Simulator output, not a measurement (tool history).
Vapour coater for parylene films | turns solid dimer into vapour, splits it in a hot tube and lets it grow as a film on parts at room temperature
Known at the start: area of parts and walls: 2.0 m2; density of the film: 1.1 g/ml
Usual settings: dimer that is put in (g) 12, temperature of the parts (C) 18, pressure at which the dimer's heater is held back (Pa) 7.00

run,hour,dimer that is put in (g),temperature of the parts (C),pressure at which the dimer's heater is held back (Pa),thickness of the film (nm)
1,0.0,12,18,7.00,2540
2,20.4,12,18,11.21,2260
3,40.0,12,18,11.21,2220
4,52.6,12,18,7.00,2510
5,66.3,12,18,3.88,2870
6,79.5,12,18,7.00,2490
7,94.8,8,18,7.00,1680
8,116.1,8,18,7.00,1650
9,128.9,8,18,7.00,1660
10,140.6,8,18,7.00,1640
11,161.5,8,18,7.00,1670
12,175.1,8,18,7.00,1660
13,186.9,8,18,7.00,1670
# hour 195.5: trap's valve overhauled
14,212.4,13,18,7.00,2770
15,228.9,13,18,7.00,2720
16,248.8,13,18,7.00,2710
17,266.2,12,18,6.96,2490
18,276.8,12,18,6.96,2540
19,293.1,12,18,6.96,2480
20,307.6,12,18,7.00,2490
21,320.0,10,18,7.00,2070
22,331.1,10,18,7.00,2100
23,350.5,12,18,7.00,2500
24,366.4,12,27,7.00,1810
25,376.5,6,14,2.87,1790
26,392.7,6,22,2.46,1350
27,408.8,6,22,2.46,1390
28,422.5,8,22,4.90,1560
29,443.8,8,22,4.90,1540
30,460.7,8,22,4.90,1510
31,470.3,12,25,2.77,2330
32,486.0,11,12,7.00,2860
33,498.8,11,12,7.00,2850
# hour 508.8: trap's valve overhauled
34,524.8,11,12,7.00,2910
35,544.8,13,18,7.68,2630
36,554.1,12,26,7.00,1820
37,565.7,12,26,7.00,1870
38,585.8,12,26,7.00,1820

The next listed run, before its measurement:
39,607.0,12,20,2.05,?

{"run 39": {"thickness of the film (nm)": 3070}}
Without the tool's hidden state the same run would have given thickness of the film (nm) 3080.

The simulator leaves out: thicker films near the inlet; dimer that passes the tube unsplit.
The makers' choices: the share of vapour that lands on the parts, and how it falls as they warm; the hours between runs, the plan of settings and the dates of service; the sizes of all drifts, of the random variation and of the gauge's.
